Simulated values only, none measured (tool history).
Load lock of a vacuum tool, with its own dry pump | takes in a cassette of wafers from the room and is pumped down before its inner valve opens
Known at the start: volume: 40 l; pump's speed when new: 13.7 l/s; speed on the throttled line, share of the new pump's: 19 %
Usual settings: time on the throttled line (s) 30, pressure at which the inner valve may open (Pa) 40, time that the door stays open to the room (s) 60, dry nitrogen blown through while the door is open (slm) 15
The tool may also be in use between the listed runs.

run	day	time on the throttled line (s)	pressure at which the inner valve may open (Pa)	time that the door stays open to the room (s)	dry nitrogen blown through while the door is open (slm)	incoming humidity of the room's air, %	time from the closed door until the inner valve may open (s)	rise of the pressure with all valves shut (Pa/min)
1	0	30	40	60	15	48.1	48.9	0.236
2	22.846	30	40	60	15	42.1	48	0.248
3	37.483	30	40	60	15	47.3	48.5	0.256
4	56.004	30	40	60	5	47.8	48.4	0.289
5	70.988	30	40	238	15	43.4	49	0.297
6	82.004	23	40	60	30	48.5	43	0.274
7	93.221	23	40	60	30	41.9	43.6	0.272
8	104.879	28	40	60	15	46.1	47.8	0.298

Forecast run 9:
9	129.558	28	40	60	15	44.3	?	?

{"run 9": {"time from the closed door until the inner valve may open (s)": 47.5, "rise of the pressure with all valves shut (Pa/min)": 0.309}}
Without the tool's hidden state the same run would have given time from the closed door until the inner valve may open (s) 45.5, rise of the pressure with all valves shut (Pa/min) 0.054.
